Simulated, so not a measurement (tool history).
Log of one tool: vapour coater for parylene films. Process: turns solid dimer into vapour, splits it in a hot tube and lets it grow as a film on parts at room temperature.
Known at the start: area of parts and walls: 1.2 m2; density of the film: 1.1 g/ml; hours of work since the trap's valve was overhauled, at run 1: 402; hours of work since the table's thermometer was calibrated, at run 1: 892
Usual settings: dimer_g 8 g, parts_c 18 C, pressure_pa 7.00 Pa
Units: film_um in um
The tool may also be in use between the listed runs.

run   hour  dimer_g  parts_c  pressure_pa  hours of work since the trap's valve was overhauled  hours of work since the table's thermometer was calibrated  film_um
  1    0.0        8       18         7.00                                                  402                                                         892     3.45
  2   22.0        8       18         7.00                                                  418                                                         908     3.56
  3   38.4        8       18         7.00                                                  430                                                         920     3.49
  4   59.5        8       18         7.00                                                  445                                                         935     3.46
  5   81.2        8       18         7.00                                                  461                                                         951     3.46
  6   97.7        8       18         7.00                                                  473                                                         962     3.40
  7  119.9        8       18         7.00                                                  489                                                         979     3.43
  8  143.7        8       18         7.00                                                  506                                                         996     3.42
  9  163.2        8       18         7.00                                                  520                                                        1010     3.39
 10  178.0        8       22         7.00                                                  531                                                        1021     2.95
 11  191.7        8       22         7.00                                                  541                                                        1031     2.98
     207.7  -- trap's valve overhauled
 12  226.2        8       22         7.00                                                   13                                                        1053     3.43
 13  251.5        8       22         7.00                                                   32                                                        1071     3.34
 14  271.3        8       18         7.00                                                   46                                                        1085     3.83
 15  298.8        8       18         2.39                                                   66                                                        1105     4.52
 16  316.6        8       18         7.00                                                   79                                                        1118     3.77
 17  333.3        8       18         7.00                                                   91                                                        1130     3.68
 18  359.7        8       18        11.35                                                  110                                                        1150     3.38
 19  377.9        8       18        11.35                                                  123                                                        1163     3.45
 20  396.7        8       18        11.35                                                  137                                                        1176     3.43
 21  411.4        8       18        11.35                                                  148                                                        1187     3.38
     429.3  -- table's thermometer calibrated
 22  429.3        8       18         7.00                                                  160                                                           0     3.54
 23  454.5        8       16         7.00                                                  178                                                          18     3.75
 24  470.7        8       18         7.00                                                  190                                                          30     3.58
 25  484.7        7       18         5.30                                                  200                                                          40     3.26
 26  503.4        7       18         5.30                                                  214                                                          54     3.25

Run 27 comes next. What will it give?
 27  530.6        8       18         5.30                                                  233                                                          73        ?

{"run 27": {"film_um": 3.69}}
Without the tool's hidden state the same run would have given film_um 3.92 um.
